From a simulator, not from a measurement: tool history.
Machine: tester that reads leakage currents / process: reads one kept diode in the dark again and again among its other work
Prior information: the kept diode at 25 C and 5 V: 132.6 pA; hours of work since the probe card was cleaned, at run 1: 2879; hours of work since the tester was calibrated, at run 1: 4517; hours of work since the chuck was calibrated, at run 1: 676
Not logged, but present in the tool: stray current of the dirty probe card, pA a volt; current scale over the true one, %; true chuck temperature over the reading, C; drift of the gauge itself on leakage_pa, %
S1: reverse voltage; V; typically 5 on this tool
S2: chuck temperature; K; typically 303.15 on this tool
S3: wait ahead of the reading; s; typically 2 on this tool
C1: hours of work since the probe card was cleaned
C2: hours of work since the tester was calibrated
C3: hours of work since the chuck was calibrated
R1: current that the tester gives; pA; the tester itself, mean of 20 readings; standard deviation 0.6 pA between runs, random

run	hour	S1	S2	S3	C1	C2	C3	R1
1	0	5	303.15	2	2879	4517	676	199.3
2	166.3	5	303.15	2	3001	4639	798	199.2
# hour 181.9: chuck's temperature calibrated
3	378.6	5	303.15	2	3155	4794	144	199.77
4	534.8	5	303.15	2	3270	4908	259	199.12
# hour 578.6: probe card cleaned and baked
5	684.9	5	303.15	2	78	5016	367	198.28
6	810.1	5	303.15	2	170	5108	459	198.98
# hour 947.5: tester calibrated
7	985.3	5	303.15	2	297	28	586	199.29
8	1239.1	5	303.15	2	483	214	772	199.61
# hour 1286.5: chuck's temperature calibrated
9	1371.5	5	303.15	2.18	579	310	62	199.42
10	1583.4	5	303.15	2.18	734	465	218	198.87
11	1793	11.81	303.15	2	888	619	372	315.64
12	1967.4	11.81	303.15	2	1016	747	500	314.86
13	2223.5	11.81	303.15	2	1204	935	688	313.1
# hour 2390.3: chuck's temperature calibrated
14	2413.9	11.81	303.15	2	1342	1073	17	314.15
15	2648.6	11.81	303.15	2	1515	1245	190	315.03
16	2764.5	11.81	303.15	2	1600	1330	275	315.86
17	2937.9	11.81	303.15	2	1727	1458	402	315.91
18	3064.1	5	303.15	2	1820	1550	494	198.11
19	3193.4	5	303.15	2	1914	1645	589	199.23
20	3434.4	4.67	303.15	2	2091	1822	766	192.99
# hour 3499.9: chuck's temperature calibrated
21	3682.6	4.67	303.15	2	2272	2003	134	192.58
22	3921.1	5	299.15	1.62	2447	2178	309	144.09
23	4128.2	5	293.15	0.9	2599	2330	461	89.98
24	4313.4	4.53	297.15	2	2735	2466	597	116.72
25	4510.5	4.53	297.15	2	2879	2610	742	117.03
# hour 4608.3: chuck's temperature calibrated
26	4763.5	6.33	293.15	0.52	3064	2794	114	103.22
27	5013	6.33	293.15	0.52	3247	2977	297	103.29
# hour 5094: probe card cleaned and baked
28	5237	3.86	297.15	0.62	105	3140	459	108.84
29	5476	3.86	297.15	0.62	280	3315	635	108.76
30	5666.5	5	303.15	1.85	420	3455	774	200.38
# hour 5726.2: chuck's temperature calibrated
31	5886.2	5	303.15	1.85	580	3615	117	198.76

Run 32 has not been measured yet. What should we expect?
32	6026.1	5	303.15	1.85	683	3717	220	?

R1: 199.6 pA
The same run, on a tool lacking any hidden state, would have yielded R1 199.54 pA.

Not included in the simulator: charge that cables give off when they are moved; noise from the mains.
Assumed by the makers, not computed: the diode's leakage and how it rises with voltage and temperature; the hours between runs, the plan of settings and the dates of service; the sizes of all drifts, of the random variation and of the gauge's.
